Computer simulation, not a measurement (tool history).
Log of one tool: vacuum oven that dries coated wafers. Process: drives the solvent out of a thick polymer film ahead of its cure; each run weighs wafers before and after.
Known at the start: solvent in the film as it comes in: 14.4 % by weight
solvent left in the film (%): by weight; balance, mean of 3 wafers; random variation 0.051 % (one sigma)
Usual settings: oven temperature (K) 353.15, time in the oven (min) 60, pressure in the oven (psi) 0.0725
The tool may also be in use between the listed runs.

Run 1, hour 0: usual settings. Result: solvent left in the film (%) 1.49.
Run 2, hour 108.8: usual settings. Result: solvent left in the film (%) 1.48.
At hour 190.1: vacuum gauge cleaned of residue and calibrated.
Run 3, hour 208: usual settings. Result: solvent left in the film (%) 1.21.
Run 4, hour 288.1: usual settings. Result: solvent left in the film (%) 1.35.
Run 5, hour 372.9: usual settings but oven temperature (K) 338.15. Result: solvent left in the film (%) 5.32.
Run 6, hour 485: usual settings but oven temperature (K) 338.15, pressure in the oven (psi) 0.0381. Result: solvent left in the film (%) 5.24.
Run 7, hour 548.6: usual settings. Result: solvent left in the film (%) 1.38.
Run 8, hour 674.7: usual settings. Result: solvent left in the film (%) 1.38.
Run 9, hour 771.9: usual settings. Result: solvent left in the film (%) 1.39.
Run 10, hour 881.4: usual settings. Result: solvent left in the film (%) 1.48.
Run 11, hour 959.5: usual settings but oven temperature (K) 348.15. Result: solvent left in the film (%) 2.59.
At hour 967.3: oven's thermocouples calibrated.
Run 12, hour 1071.8: usual settings but oven temperature (K) 348.15. Result: solvent left in the film (%) 2.13.
Run 13, hour 1160.4: usual settings but oven temperature (K) 342.15. Result: solvent left in the film (%) 3.77.
Run 14, hour 1228.3: usual settings but oven temperature (K) 342.15. Result: solvent left in the film (%) 3.84.
Run 15, hour 1354: usual settings but oven temperature (K) 342.15. Result: solvent left in the film (%) 4.02.
Run 16, hour 1470: usual settings but oven temperature (K) 342.15. Result: solvent left in the film (%) 3.9.
Run 17, hour 1578.4: usual settings but oven temperature (K) 342.15. Result: solvent left in the film (%) 4.08.
Run 18, hour 1683.6: usual settings but time in the oven (min) 92. Result: solvent left in the film (%) 0.56.
Run 19, hour 1773.9: usual settings. Result: solvent left in the film (%) 1.35.
Run 20, hour 1831.9: usual settings. Result: solvent left in the film (%) 1.36.
Run 21, hour 1938.6: usual settings. Result: solvent left in the film (%) 1.27.
Run 22, hour 2040.5: usual settings. Result: solvent left in the film (%) 1.41.
Run 23, hour 2137.1: usual settings. Result: solvent left in the film (%) 1.43.
Run 24, hour 2243.9: usual settings but oven temperature (K) 345.15, time in the oven (min) 50. Result: solvent left in the film (%) 4.02.
Run 25, hour 2364.7: usual settings but oven temperature (K) 366.15, time in the oven (min) 71, pressure in the oven (psi) 0.2284. Result: solvent left in the film (%) 0.72.
At hour 2397.4: oven's thermocouples calibrated.
Run 26, hour 2451.2: usual settings but oven temperature (K) 366.15, time in the oven (min) 71, pressure in the oven (psi) 0.2284. Result: solvent left in the film (%) 0.74.
Run 27, hour 2521.1: usual settings but oven temperature (K) 343.15, time in the oven (min) 71, pressure in the oven (psi) 0.2284. Result: solvent left in the film (%) 3.98.
Run 28, hour 2636.4: usual settings but oven temperature (K) 343.15, time in the oven (min) 71, pressure in the oven (psi) 0.2284. Result: solvent left in the film (%) 4.04.
Run 29, hour 2693.2: usual settings but oven temperature (K) 342.15, time in the oven (min) 49, pressure in the oven (psi) 0.0585. Result: solvent left in the film (%) 4.93.
Run 30, hour 2804.7: usual settings but oven temperature (K) 361.15, time in the oven (min) 91, pressure in the oven (psi) 0.0585. Result: solvent left in the film (%) 0.31.
Run 31, hour 2879.9: usual settings but oven temperature (K) 366.15, time in the oven (min) 87. Result: solvent left in the film (%) 0.3.
Run 32, hour 3006.4: usual settings but oven temperature (K) 366.15, time in the oven (min) 87. Result: solvent left in the film (%) 0.4.
Run 33, hour 3105.4: usual settings but oven temperature (K) 366.15, time in the oven (min) 87. Result: solvent left in the film (%) 0.27.
Run 34, hour 3174.5: usual settings but oven temperature (K) 366.15, time in the oven (min) 87. Result: solvent left in the film (%) 0.32.
Run 35, hour 3291.3: usual settings but oven temperature (K) 347.15, time in the oven (min) 46, pressure in the oven (psi) 0.0667. Result: solvent left in the film (%) 3.88.
Run 36, hour 3373.8: usual settings but oven temperature (K) 347.15, time in the oven (min) 46, pressure in the oven (psi) 0.0667. Result: solvent left in the film (%) 4.01.
Run 37, hour 3489.7: usual settings but time in the oven (min) 54, pressure in the oven (psi) 0.0586. Result: solvent left in the film (%) 1.79.
Run 38, hour 3585.2: usual settings but oven temperature (K) 339.15, time in the oven (min) 35. Result: solvent left in the film (%) 7.53.
Run 39, hour 3706.5: usual settings but oven temperature (K) 339.15, time in the oven (min) 35. Result: solvent left in the film (%) 7.46.
Run 40, hour 3768.8: usual settings but pressure in the oven (psi) 0.1128. Result: solvent left in the film (%) 1.8.
At hour 3834.4: oven's thermocouples calibrated.
Run 41, hour 3885: usual settings but oven temperature (K) 351.15, pressure in the oven (psi) 0.0457. Result: solvent left in the film (%) 1.5.
Run 42, hour 4012.7: usual settings but oven temperature (K) 351.15, pressure in the oven (psi) 0.0457. Result: solvent left in the film (%) 1.73.
Run 43, hour 4083.8: usual settings but time in the oven (min) 88, pressure in the oven (psi) 0.0526. Result: solvent left in the film (%) 0.81.
Run 44, hour 4170.4: usual settings but oven temperature (K) 338.15, time in the oven (min) 76, pressure in the oven (psi) 0.1407. Result: solvent left in the film (%) 5.05.
Run 45, hour 4228.1: usual settings but oven temperature (K) 351.15. Result: solvent left in the film (%) 1.87.
At hour 4244.4: vacuum gauge cleaned of residue and calibrated.
Run 46, hour 4301.7: usual settings but oven temperature (K) 351.15, time in the oven (min) 34, pressure in the oven (psi) 0.1574. Result: solvent left in the film (%) 3.81.

Hidden state or all else? Some run-to-run changes of solvent left in the film (%), split into what the settings, what came in and random variation would give without the hidden state, and what is left for the hidden state (with any gauge scatter that isn't in both results):
The hidden state here: true wafer temperature over the reading, C; true pressure over the reading, kPa; drift of the gauge itself on solvent_pct, %.
Run 11 -> 12: oven's thermocouples calibrated. solvent left in the film (%) -0.46: hidden state -0.44, all else -0.02.
Run 24 -> 25: oven temperature (K) 345.15 -> 366.15, time in the oven (min) 50 -> 71, pressure in the oven (psi) 0.0725 -> 0.2284. solvent left in the film (%) -3.3: hidden state -0.34, all else -2.96.
Run 29 -> 30: oven temperature (K) 342.15 -> 361.15, time in the oven (min) 49 -> 91. solvent left in the film (%) -4.62: hidden state -0.18, all else -4.44.
Run 34 -> 35: oven temperature (K) 366.15 -> 347.15, time in the oven (min) 87 -> 46, pressure in the oven (psi) 0.0725 -> 0.0667. solvent left in the film (%) +3.56: hidden state +0.4, all else +3.16.
Run 37 -> 38: oven temperature (K) 353.15 -> 339.15, time in the oven (min) 54 -> 35, pressure in the oven (psi) 0.0586 -> 0.0725. solvent left in the film (%) +5.74: hidden state +0.16, all else +5.58.
Run 39 -> 40: oven temperature (K) 339.15 -> 353.15, time in the oven (min) 35 -> 60, pressure in the oven (psi) 0.0725 -> 0.1128. solvent left in the film (%) -5.66: hidden state -0.13, all else -5.53.
